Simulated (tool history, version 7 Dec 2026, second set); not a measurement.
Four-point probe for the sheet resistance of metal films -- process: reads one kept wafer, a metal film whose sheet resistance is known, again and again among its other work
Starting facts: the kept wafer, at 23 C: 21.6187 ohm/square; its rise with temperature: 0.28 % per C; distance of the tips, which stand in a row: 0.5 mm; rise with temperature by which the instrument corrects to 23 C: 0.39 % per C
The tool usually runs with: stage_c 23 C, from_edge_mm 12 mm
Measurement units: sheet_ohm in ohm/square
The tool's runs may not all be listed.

| run | day | stage_c | from_edge_mm | sheet_ohm |
|---|---|---|---|---|
| 1 | 0 | 23 | 12 | 21.585292 |
| 2 | 0.458 | 18 | 12 | 21.689331 |
| 3 | 1.162 | 18 | 12 | 21.698727 |
| 4 | 1.842 | 18 | 12 | 21.69313 |
| 5 | 2.404 | 27 | 12 | 21.489332 |
| 6 | 2.712 | 29 | 12 | 21.453432 |
| 7 | 3.042 | 29 | 12 | 21.447869 |
| 8 | 3.683 | 29 | 12 | 21.449861 |
|  | 3.75 | stage's thermometer calibrated |
| 9 | 4.125 | 29 | 12 | 21.444221 |
| 10 | 4.833 | 23 | 4 | 21.743979 |
| 11 | 5.367 | 22 | 4 | 21.772645 |
| 12 | 5.996 | 20 | 4 | 21.817266 |
| 13 | 6.446 | 20 | 4 | 21.807744 |
| 14 | 6.808 | 20 | 4 | 21.81545 |
| 15 | 7.129 | 27 | 12 | 21.491995 |
|  | 7.55 | stage's thermometer calibrated, once more |
| 16 | 7.654 | 27 | 12 | 21.52206 |
| 17 | 8.321 | 21 | 9 | 21.681928 |
| 18 | 8.883 | 32 | 46 | 21.396207 |
| 19 | 9.471 | 18 | 44 | 21.717241 |
| 20 | 9.812 | 23 | 5 | 21.717046 |
| 21 | 10.317 | 19 | 62 | 21.69658 |
| 22 | 10.621 | 19 | 62 | 21.698347 |
| 23 | 11.275 | 27 | 23 | 21.519972 |
| 24 | 11.612 | 20 | 24 | 21.67567 |
| 25 | 12.096 | 20 | 24 | 21.671184 |
| 26 | 12.754 | 20 | 24 | 21.678706 |
| 27 | 13.108 | 26 | 9 | 21.567623 |
| 28 | 13.542 | 23 | 8 | 21.652643 |
| 29 | 13.992 | 23 | 8 | 21.648667 |
| 30 | 14.354 | 23 | 3 | 21.924894 |

Here are 3 independent what-if runs from the current tool condition. What would each one return?
| A | 14.908 | 23 | 3 | ? |
| B | 14.908 | 30 | 26 | ? |
| C | 14.908 | 21 | 23 | ? |

| run | sheet_ohm |
|---|---|
| A | 21.927732 |
| B | 21.454127 |
| C | 21.658942 |
What these runs would have given with no unlogged condition in the tool:
| run | sheet_ohm |
|---|---|
| A | 21.942394 |
| B | 21.468506 |
| C | 21.673437 |

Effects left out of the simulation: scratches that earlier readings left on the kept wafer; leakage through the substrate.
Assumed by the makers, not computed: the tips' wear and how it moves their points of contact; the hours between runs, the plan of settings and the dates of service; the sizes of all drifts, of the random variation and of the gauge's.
